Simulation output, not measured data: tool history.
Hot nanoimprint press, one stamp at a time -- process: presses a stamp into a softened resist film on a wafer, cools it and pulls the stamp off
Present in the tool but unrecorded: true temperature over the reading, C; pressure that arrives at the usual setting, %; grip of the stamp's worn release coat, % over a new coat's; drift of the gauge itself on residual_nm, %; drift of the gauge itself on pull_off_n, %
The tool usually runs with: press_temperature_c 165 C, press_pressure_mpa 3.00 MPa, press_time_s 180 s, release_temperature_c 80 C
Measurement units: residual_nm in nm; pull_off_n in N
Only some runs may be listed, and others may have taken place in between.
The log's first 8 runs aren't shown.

run    hour  press_temperature_c  press_pressure_mpa  press_time_s  release_temperature_c  hours of work since the thermocouple was calibrated  imprints on the stamp's release coat  hours of work since the press's seals were changed  residual_nm  pull_off_n
      537.1  -- press's hydraulic seals changed and the load cell set to zero
  9   589.3                  165                3.00           180                     80                                                  337                                  1821                                                  36         99.0         262
 10   646.3                  165                3.00           180                     80                                                  376                                  2034                                                  75         99.0         267
      718.9  -- stamp cleaned and given a new release coat
 11   744.2                  165                3.95           180                     80                                                  440                                    95                                                 139         85.4         158
 12   835.8                  165                3.00           298                     80                                                  503                                   437                                                 202         81.5         181
      844.1  -- plate thermocouple calibrated
 13   898.1                  165                3.00           298                     80                                                   37                                   659                                                 243         84.9         187
 14   993.1                  165                3.00           298                     80                                                  103                                  1014                                                 309         84.3         207
 15  1066.7                  165                3.00           298                     80                                                  154                                  1289                                                 360         84.0         223
 16  1120.9                  171                3.00           298                     80                                                  191                                  1492                                                 397         65.8         236
 17  1174.9                  171                3.00           298                     80                                                  229                                  1694                                                 435         65.5         249
 18  1250.6                  165                3.98           102                     76                                                  281                                  1977                                                 487        108.3         289
 19  1293.4                  165                2.49           154                     76                                                  311                                  2137                                                 517        116.9         295
     1339.4  -- stamp cleaned and given a new release coat
 20  1346.8                  165                3.00           180                     70                                                  343                                    28                                                 549        101.3         181
 21  1424.3                  165                3.00           180                     70                                                  397                                   318                                                 603        100.8         201
 22  1467.1                  158                2.69           180                     70                                                  427                                   478                                                 633        139.4         213
 23  1511.1                  158                2.69           180                     70                                                  457                                   643                                                 663        138.8         224
 24  1555.7                  158                4.34           180                     80                                                  488                                   809                                                 694        111.7         194
     1582.2  -- plate thermocouple calibrated
     1615.6  -- press's hydraulic seals changed and the load cell set to zero
 25  1647.0                  155                3.00           180                     84                                                   39                                  1109                                                  22        152.3         206
 26  1695.3                  155                3.00           180                     84                                                   73                                  1290                                                  55        152.3         211
 27  1779.4                  156                3.00           180                     83                                                  131                                  1604                                                 113        146.5         250
 28  1838.1                  156                3.00           180                     78                                                  171                                  1824                                                 154        145.7         265
 29  1910.8                  165                3.00           196                     72                                                  222                                  2096                                                 204         99.3         292
     1966.7  -- stamp cleaned and given a new release coat
 30  2006.3                  165                3.00           196                     72                                                  284                                   148                                                 266         99.0         176

Forecast each of these 3 alternatives for the next run:
  A  2045.5                  165                2.17           180                     80                                                  311                                   295                                                 293            ?           ?
  B  2045.5                  165                3.00           207                     80                                                  311                                   295                                                 293            ?           ?
  C  2045.5                  165                4.24           180                     76                                                  311                                   295                                                 293            ?           ?

run  residual_nm  pull_off_n
  A        119.8         168
  B         96.8         169
  C         85.4         191
Had the tool no hidden state, the same runs would have come out as:
run  residual_nm  pull_off_n
  A        120.1         153
  B         96.8         154
  C         85.1         174
